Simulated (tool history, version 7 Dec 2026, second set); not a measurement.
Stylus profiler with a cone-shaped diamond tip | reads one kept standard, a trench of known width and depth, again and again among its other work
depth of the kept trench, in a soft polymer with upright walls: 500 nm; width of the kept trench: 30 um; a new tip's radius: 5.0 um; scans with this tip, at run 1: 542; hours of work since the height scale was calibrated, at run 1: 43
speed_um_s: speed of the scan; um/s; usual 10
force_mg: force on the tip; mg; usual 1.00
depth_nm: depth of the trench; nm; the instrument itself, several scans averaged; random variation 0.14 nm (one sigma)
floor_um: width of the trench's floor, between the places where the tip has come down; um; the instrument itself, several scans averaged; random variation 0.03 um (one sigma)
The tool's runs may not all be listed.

run    hour  speed_um_s  force_mg  scans with this tip  hours of work since the height scale was calibrated  depth_nm  floor_um
  1     0.0          10      1.00                  542                                                   43    501.52     25.34
  2    66.3          10      1.00                 1073                                                   85    501.58     25.16
  3   125.7           4      1.00                 1548                                                  123    501.12     24.95
  4   204.8           8      1.00                 2181                                                  173    501.47     24.67
  5   262.0           8      1.00                 2639                                                  210    501.08     24.45
  6   317.3           8      1.00                 3081                                                  245    501.13     24.33
  7   399.5          10      2.27                 3739                                                  297    502.06     24.13
  8   481.6          10      2.27                 4396                                                  350    502.18     23.90
  9   539.1           3      1.00                 4857                                                  386    501.07     23.78
 10   580.5           3      1.00                 5188                                                  413    500.83     23.69
 11   648.2           3      1.00                 5729                                                  456    500.65     23.43
 12   731.2           3      1.00                 6393                                                  508    500.75     23.26
 13   809.2           3      2.60                 7017                                                  558    501.93     23.05
 14   883.1          10      1.00                 7609                                                  605    500.25     22.87
 15   945.2          10      1.00                 8106                                                  645    500.13     22.70
 16   996.2          10      1.00                 8514                                                  677    500.19     22.68
 17  1052.6          10      1.00                 8965                                                  713    499.96     22.56
 18  1097.4          10      1.00                 9324                                                  741    499.74     22.45
 19  1137.1          10      1.84                 9641                                                  767    500.59     22.33
     1141.6  -- height scale calibrated on a step standard
 20  1188.3          10      1.84                10047                                                   30    499.87     22.23
 21  1245.9          10      1.84                10508                                                   66    499.82     22.18
     1296.4  -- new tip fitted, height scale calibrated
 22  1315.9          10      1.84                  156                                                   12    502.15     25.57
     1344.4  -- height scale calibrated on a step standard, once more
 23  1387.0          10      1.84                  721                                                   27    502.43     25.31
 24  1432.8          10      1.84                 1088                                                   56    502.35     25.24
 25  1508.4           6      2.01                 1693                                                  104    502.38     24.98
 26  1545.0           6      0.40                 1986                                                  128    500.66     24.85
 27  1592.6          19      2.31                 2366                                                  158    502.69     24.68
 28  1657.6          19      2.31                 2887                                                  199    502.16     24.51
 29  1732.0           9      2.33                 3482                                                  247    501.92     24.31
 30  1770.4           8      2.71                 3789                                                  271    502.48     24.16
 31  1806.9          38      2.58                 4082                                                  294    502.14     24.01
 32  1889.0           3      0.43                 4738                                                  347    500.34     23.91
 33  1969.1           5      1.63                 5379                                                  397    501.66     23.67
 34  2024.5           5      1.30                 5823                                                  433    501.13     23.59
 35  2093.4           6      2.28                 6374                                                  477    501.60     23.38
 36  2131.8           6      2.28                 6681                                                  501    502.11     23.25
 37  2209.2           6      2.28                 7301                                                  550    501.57     23.06
 38  2251.7           6      2.28                 7641                                                  577    501.61     23.01
 39  2295.6           6      2.28                 7992                                                  605    501.43     22.92
 40  2341.4           6      2.28                 8359                                                  634    501.46     22.74
 41  2404.4           6      2.28                 8863                                                  674    501.29     22.58
 42  2450.2           8      2.55                 9229                                                  704    501.57     22.49
 43  2495.9           8      2.55                 9595                                                  733    501.65     22.47
 44  2531.9           5      2.70                 9883                                                  756    501.48     22.38
 45  2596.1           5      2.70                10397                                                  796    501.20     22.23

5 ways to go on from here, each from the tool as it stands after run 45. What would each give?
  A  2653.4           5      2.94                10855                                                  833         ?         ?
  B  2653.4          15      1.00                10855                                                  833         ?         ?
  C  2653.4           7      0.88                10855                                                  833         ?         ?
  D  2653.4          30      2.70                10855                                                  833         ?         ?
  E  2653.4           9      1.05                10855                                                  833         ?         ?

run  depth_nm  floor_um
  A    501.66     22.12
  B    499.99     22.11
  C    499.73     22.15
  D    501.36     22.10
  E    499.98     22.12
Without the tool's hidden state the same runs would have given:
run  depth_nm  floor_um
  A    503.25     25.62
  B    501.56     25.61
  C    501.30     25.65
  D    502.94     25.60
  E    501.55     25.62

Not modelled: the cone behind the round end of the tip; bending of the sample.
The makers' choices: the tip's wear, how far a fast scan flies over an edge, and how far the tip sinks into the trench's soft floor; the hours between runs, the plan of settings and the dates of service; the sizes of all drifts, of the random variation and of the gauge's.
